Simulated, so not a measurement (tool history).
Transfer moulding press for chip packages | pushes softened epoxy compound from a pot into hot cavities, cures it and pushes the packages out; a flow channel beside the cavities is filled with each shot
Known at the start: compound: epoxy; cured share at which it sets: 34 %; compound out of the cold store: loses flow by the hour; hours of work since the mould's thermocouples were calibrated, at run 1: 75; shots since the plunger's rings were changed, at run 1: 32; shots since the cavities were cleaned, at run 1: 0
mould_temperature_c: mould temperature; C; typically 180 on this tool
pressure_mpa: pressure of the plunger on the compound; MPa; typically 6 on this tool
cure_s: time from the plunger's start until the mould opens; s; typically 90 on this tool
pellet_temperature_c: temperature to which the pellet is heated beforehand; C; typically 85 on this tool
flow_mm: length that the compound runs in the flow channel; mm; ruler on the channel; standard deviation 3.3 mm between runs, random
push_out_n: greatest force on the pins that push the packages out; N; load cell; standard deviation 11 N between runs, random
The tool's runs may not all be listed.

| run | hour | mould_temperature_c | pressure_mpa | cure_s | pellet_temperature_c | hours of work since the mould's thermocouples were calibrated | shots since the plunger's rings were changed | shots since the cavities were cleaned | incoming compound's hours out of the cold store | flow_mm | push_out_n |
|---|---|---|---|---|---|---|---|---|---|---|---|
| 1 | 0 | 180 | 6 | 90 | 85 | 75 | 32 | 0 | 32.3 | 920 | 504 |
| 2 | 15.7 | 180 | 6 | 90 | 85 | 83 | 192 | 160 | 46.1 | 857 | 631 |
| 3 | 47.5 | 180 | 6 | 70 | 85 | 101 | 514 | 482 | 24.6 | 955 | 1360 |
| 4 | 75.6 | 180 | 6 | 120 | 85 | 116 | 800 | 768 | 25.9 | 939 | 728 |
|  | 91.9 | cavities cleaned with cleaning compound and waxed |
| 5 | 105.3 | 180 | 6 | 109 | 85 | 131 | 1086 | 135 | 29.2 | 923 | 521 |
| 6 | 136.2 | 180 | 6 | 90 | 85 | 148 | 1400 | 449 | 47 | 843 | 765 |
| 7 | 164.6 | 180 | 6 | 88 | 85 | 164 | 1688 | 737 | 10.4 | 1007 | 943 |
|  | 184.5 | cavities cleaned with cleaning compound and waxed |
| 8 | 186.8 | 180 | 6 | 88 | 85 | 175 | 1899 | 24 | 28.6 | 915 | 574 |
|  | 191.1 | mould's thermocouples calibrated |
| 9 | 218.7 | 180 | 6 | 88 | 85 | 15 | 2202 | 327 | 21.5 | 944 | 762 |
| 10 | 244.9 | 187 | 6 | 88 | 81 | 29 | 2467 | 592 | 22.7 | 912 | 720 |
|  | 278.5 | cavities cleaned with cleaning compound and waxed |
| 11 | 281.8 | 180 | 6.3 | 90 | 91 | 49 | 2827 | 33 | 45.7 | 851 | 543 |
|  | 287.1 | mould's thermocouples calibrated, once more |
| 12 | 298.9 | 180 | 6.3 | 90 | 91 | 6 | 2980 | 186 | 43.6 | 859 | 618 |
| 13 | 329.1 | 180 | 5.38 | 72 | 89 | 23 | 3287 | 493 | 32.6 | 827 | 1186 |
| 14 | 346 | 180 | 5.38 | 72 | 89 | 32 | 3459 | 665 | 18.9 | 888 | 1333 |

Hidden state at the last listed run before each entry between runs and at the first one after, where it differs:
After run 4, before run 5: cavities cleaned with cleaning compound and waxed (hour 91.9)
  true mould temperature over the reading, C: -0.02 -> -0.03; pressure that reaches the compound, % of what is set: 97.7 -> 96.95; grip of the stained cavities, % over clean ones': 71.1 -> 22.9
  the result without the hidden state subtracted from the measured one, flow_mm: -11 -> -14 mm; push_out_n: +298 -> +97 N
After run 7, before run 8: cavities cleaned with cleaning compound and waxed (hour 184.5)
  true mould temperature over the reading, C: -0.07 -> -0.08; pressure that reaches the compound, % of what is set: 95.38 -> 94.79; grip of the stained cavities, % over clean ones': 70.7 -> 6.1
  the result without the hidden state subtracted from the measured one, flow_mm: -23 -> -25 mm; push_out_n: +391 -> +35 N
After run 8, before run 9: mould's thermocouples calibrated (hour 191.1)
  true mould temperature over the reading, C: -0.08 -> -0.11; pressure that reaches the compound, % of what is set: 94.79 -> 93.96; grip of the stained cavities, % over clean ones': 6.1 -> 44.2
  the result without the hidden state subtracted from the measured one, flow_mm: -25 -> -30 mm; push_out_n: +35 -> +238 N
After run 10, before run 11: cavities cleaned with cleaning compound and waxed (hour 278.5)
  true mould temperature over the reading, C: -0.13 -> -0.15; pressure that reaches the compound, % of what is set: 93.3 -> 92.33; grip of the stained cavities, % over clean ones': 64.2 -> 6.1
  the result without the hidden state subtracted from the measured one, flow_mm: -32 -> -34 mm; push_out_n: +280 -> +34 N
After run 11, before run 12: mould's thermocouples calibrated, once more (hour 287.1)
  true mould temperature over the reading, C: -0.15 -> 0.08; pressure that reaches the compound, % of what is set: 92.33 -> 91.89; grip of the stained cavities, % over clean ones': 6.1 -> 26.7
  the result without the hidden state subtracted from the measured one, flow_mm: -34 -> -38 mm; push_out_n: +34 -> +128 N

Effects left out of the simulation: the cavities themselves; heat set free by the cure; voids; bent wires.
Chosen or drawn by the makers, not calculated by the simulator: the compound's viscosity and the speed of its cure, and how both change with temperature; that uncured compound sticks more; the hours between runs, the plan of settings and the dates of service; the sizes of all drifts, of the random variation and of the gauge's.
